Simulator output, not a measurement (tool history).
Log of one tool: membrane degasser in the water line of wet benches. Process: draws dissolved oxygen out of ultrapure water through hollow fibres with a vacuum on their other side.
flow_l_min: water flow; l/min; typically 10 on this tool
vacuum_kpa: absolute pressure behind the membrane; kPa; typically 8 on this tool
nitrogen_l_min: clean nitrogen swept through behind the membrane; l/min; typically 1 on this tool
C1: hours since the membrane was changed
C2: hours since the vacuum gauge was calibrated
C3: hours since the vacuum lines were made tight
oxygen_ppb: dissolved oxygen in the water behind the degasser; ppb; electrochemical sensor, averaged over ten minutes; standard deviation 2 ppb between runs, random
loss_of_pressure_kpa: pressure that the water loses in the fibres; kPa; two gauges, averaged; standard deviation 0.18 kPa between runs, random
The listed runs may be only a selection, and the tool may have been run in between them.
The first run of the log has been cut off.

run 2 hour=91.5 | flow_l_min=10 vacuum_kpa=8 nitrogen_l_min=1 | C1=5699 C2=1520 C3=1520 | oxygen_ppb=214.7 loss_of_pressure_kpa=32.21
run 3 hour=268.3 | flow_l_min=10 vacuum_kpa=8 nitrogen_l_min=1 | C1=5875 C2=1696 C3=1696 | oxygen_ppb=211.9 loss_of_pressure_kpa=31.99
run 4 hour=376.2 | flow_l_min=10 vacuum_kpa=8 nitrogen_l_min=1 | C1=5983 C2=1804 C3=1804 | oxygen_ppb=214.9 loss_of_pressure_kpa=32.32
run 5 hour=473 | flow_l_min=10 vacuum_kpa=8 nitrogen_l_min=1 | C1=6080 C2=1901 C3=1901 | oxygen_ppb=212 loss_of_pressure_kpa=32.12
run 6 hour=648.4 | flow_l_min=10 vacuum_kpa=8 nitrogen_l_min=1 | C1=6256 C2=2077 C3=2077 | oxygen_ppb=218.4 loss_of_pressure_kpa=32.32
run 7 hour=782.2 | flow_l_min=10 vacuum_kpa=8 nitrogen_l_min=2.42 | C1=6389 C2=2210 C3=2210 | oxygen_ppb=149.3 loss_of_pressure_kpa=32.16
run 8 hour=903.7 | flow_l_min=10 vacuum_kpa=8 nitrogen_l_min=2.42 | C1=6511 C2=2332 C3=2332 | oxygen_ppb=153 loss_of_pressure_kpa=32.18
run 9 hour=1052.9 | flow_l_min=10 vacuum_kpa=8.26 nitrogen_l_min=1 | C1=6660 C2=2481 C3=2481 | oxygen_ppb=220.8 loss_of_pressure_kpa=32.57
run 10 hour=1180.5 | flow_l_min=10 vacuum_kpa=8.26 nitrogen_l_min=1 | C1=6788 C2=2609 C3=2609 | oxygen_ppb=226.4 loss_of_pressure_kpa=32.46
run 11 hour=1266.4 | flow_l_min=10 vacuum_kpa=8.26 nitrogen_l_min=1 | C1=6873 C2=2695 C3=2695 | oxygen_ppb=222 loss_of_pressure_kpa=32.59
run 12 hour=1421.7 | flow_l_min=10 vacuum_kpa=8.26 nitrogen_l_min=1 | C1=7029 C2=2850 C3=2850 | oxygen_ppb=226 loss_of_pressure_kpa=32.1
run 13 hour=1611.2 | flow_l_min=10 vacuum_kpa=8.26 nitrogen_l_min=1 | C1=7218 C2=3039 C3=3039 | oxygen_ppb=224.6 loss_of_pressure_kpa=32.56
run 14 hour=1752 | flow_l_min=10 vacuum_kpa=8.26 nitrogen_l_min=1 | C1=7359 C2=3180 C3=3180 | oxygen_ppb=224.5 loss_of_pressure_kpa=32.69
-- hour=1855.4 vacuum gauge calibrated
run 15 hour=1901.9 | flow_l_min=10 vacuum_kpa=8.26 nitrogen_l_min=1 | C1=7508 C2=46 C3=3329 | oxygen_ppb=224.5 loss_of_pressure_kpa=32.75
run 16 hour=2087.9 | flow_l_min=10 vacuum_kpa=8.26 nitrogen_l_min=1 | C1=7695 C2=232 C3=3516 | oxygen_ppb=224.1 loss_of_pressure_kpa=32.5
run 17 hour=2187.8 | flow_l_min=7 vacuum_kpa=6.65 nitrogen_l_min=1.83 | C1=7794 C2=332 C3=3615 | oxygen_ppb=60.8 loss_of_pressure_kpa=22.7
run 18 hour=2277.8 | flow_l_min=10 vacuum_kpa=9.33 nitrogen_l_min=2.7 | C1=7884 C2=422 C3=3705 | oxygen_ppb=163.1 loss_of_pressure_kpa=32.42
run 19 hour=2361.9 | flow_l_min=14 vacuum_kpa=9.33 nitrogen_l_min=1.23 | C1=7968 C2=506 C3=3790 | oxygen_ppb=434 loss_of_pressure_kpa=45.28
run 20 hour=2485 | flow_l_min=14 vacuum_kpa=9.33 nitrogen_l_min=1.23 | C1=8092 C2=630 C3=3913 | oxygen_ppb=431.5 loss_of_pressure_kpa=45.57
run 21 hour=2604.1 | flow_l_min=10 vacuum_kpa=14.53 nitrogen_l_min=0.49 | C1=8211 C2=749 C3=4032 | oxygen_ppb=587.7 loss_of_pressure_kpa=32.59
run 22 hour=2752.9 | flow_l_min=11 vacuum_kpa=6.1 nitrogen_l_min=1 | C1=8360 C2=897 C3=4181 | oxygen_ppb=217.9 loss_of_pressure_kpa=35.84
run 23 hour=2927.3 | flow_l_min=10 vacuum_kpa=8 nitrogen_l_min=2.84 | C1=8534 C2=1072 C3=4355 | oxygen_ppb=146.1 loss_of_pressure_kpa=32.53

Forecast run 24:
run 24 hour=3049.5 | flow_l_min=10 vacuum_kpa=8 nitrogen_l_min=2.84 | C1=8656 C2=1194 C3=4477 | oxygen_ppb=? loss_of_pressure_kpa=?

{"run 24": {"oxygen_ppb": 148.3, "loss_of_pressure_kpa": 32.57}}
On a tool with no hidden condition, and with the same random variation, this run would have come out at oxygen_ppb 132.9 ppb, loss_of_pressure_kpa 31.63 kPa.
